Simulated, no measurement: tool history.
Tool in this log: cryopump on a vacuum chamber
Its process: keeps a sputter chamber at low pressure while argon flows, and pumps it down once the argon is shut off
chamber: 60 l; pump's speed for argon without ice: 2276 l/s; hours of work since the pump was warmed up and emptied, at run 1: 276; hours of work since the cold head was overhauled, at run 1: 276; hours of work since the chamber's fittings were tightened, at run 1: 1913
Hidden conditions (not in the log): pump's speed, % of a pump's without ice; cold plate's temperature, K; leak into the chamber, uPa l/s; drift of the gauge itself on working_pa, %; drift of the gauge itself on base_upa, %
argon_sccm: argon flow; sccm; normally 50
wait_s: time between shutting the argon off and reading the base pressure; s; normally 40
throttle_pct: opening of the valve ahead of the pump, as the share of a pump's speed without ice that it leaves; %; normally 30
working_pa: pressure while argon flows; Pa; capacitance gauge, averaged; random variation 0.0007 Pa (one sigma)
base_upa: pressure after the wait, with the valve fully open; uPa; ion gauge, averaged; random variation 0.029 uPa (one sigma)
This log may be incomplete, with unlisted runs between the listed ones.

run,hour,argon_sccm,wait_s,throttle_pct,hours of work since the pump was warmed up and emptied,hours of work since the cold head was overhauled,hours of work since the chamber's fittings were tightened,working_pa,base_upa
1,0.0,50,40,30,276,276,1913,0.1267,1.82
2,21.0,50,184,30,287,287,1924,0.1291,0.82
3,62.3,50,83,30,309,309,1946,0.1282,1.16
4,81.4,50,83,30,319,319,1956,0.1289,1.24
5,112.3,50,83,30,335,335,1972,0.1290,1.17
6,135.8,50,83,30,348,348,1985,0.1292,1.20
7,166.1,50,40,30,364,364,2001,0.1288,1.86
8,197.1,50,40,30,380,380,2017,0.1298,1.88
9,232.5,50,40,30,399,399,2036,0.1296,1.89
10,273.9,50,40,30,421,421,2058,0.1305,1.91
11,300.6,50,40,25,435,435,2072,0.1558,1.95
12,337.8,50,180,30,454,454,2091,0.1305,0.89
13,379.7,50,40,30,476,476,2114,0.1322,1.91
14,422.2,50,40,30,499,499,2136,0.1309,1.95
15,454.9,25,40,30,516,516,2153,0.0661,1.95
16,492.1,25,40,30,536,536,2173,0.0669,1.95
17,513.9,25,40,30,547,547,2184,0.0672,2.02
18,539.0,25,40,30,561,561,2198,0.0658,1.89
19,569.8,38,53,25,577,577,2214,0.1194,1.65
20,612.5,52,20,60,599,599,2236,0.0751,3.35
21,656.3,45,266,15,622,622,2260,0.2330,0.90
22,681.6,33,245,19,636,636,2273,0.1358,0.94
23,720.1,54,27,30,656,656,2293,0.1467,2.71
24,744.1,54,27,30,669,669,2306,0.1463,2.74
25,768.0,54,27,30,681,681,2318,0.1460,2.73
26,794.7,46,40,18,695,695,2333,0.2011,2.05
27,838.1,36,245,16,718,718,2355,0.1764,1.00
28,875.0,28,245,16,738,738,2375,0.1376,0.99
29,911.6,29,40,30,757,757,2394,0.0793,2.11
30,939.5,56,36,30,772,772,2409,0.1538,2.26
31,979.4,56,129,35,793,793,2430,0.1350,1.19
32,1014.9,56,129,35,812,812,2449,0.1355,1.22
33,1044.7,23,40,32,827,827,2464,0.0615,2.20
# hour 1069.5: pump warmed up, emptied and cooled again
34,1083.8,24,53,19,8,845,2482,0.0948,1.59

Below are 4 alternative next runs, each starting from the tool's condition after run 34. Predict each:
A,1102.5,43,247,30,17,855,2492,?,?
B,1102.5,24,70,16,17,855,2492,?,?
C,1102.5,34,148,30,17,855,2492,?,?
D,1102.5,34,53,19,17,855,2492,?,?

run,working_pa,base_upa
A,0.1080,0.87
B,0.1118,1.37
C,0.0845,0.95
D,0.1325,1.63
Had the tool no hidden state, the same runs would have come out as:
run,working_pa,base_upa
A,0.1073,0.38
B,0.1114,0.89
C,0.0840,0.47
D,0.1319,1.15

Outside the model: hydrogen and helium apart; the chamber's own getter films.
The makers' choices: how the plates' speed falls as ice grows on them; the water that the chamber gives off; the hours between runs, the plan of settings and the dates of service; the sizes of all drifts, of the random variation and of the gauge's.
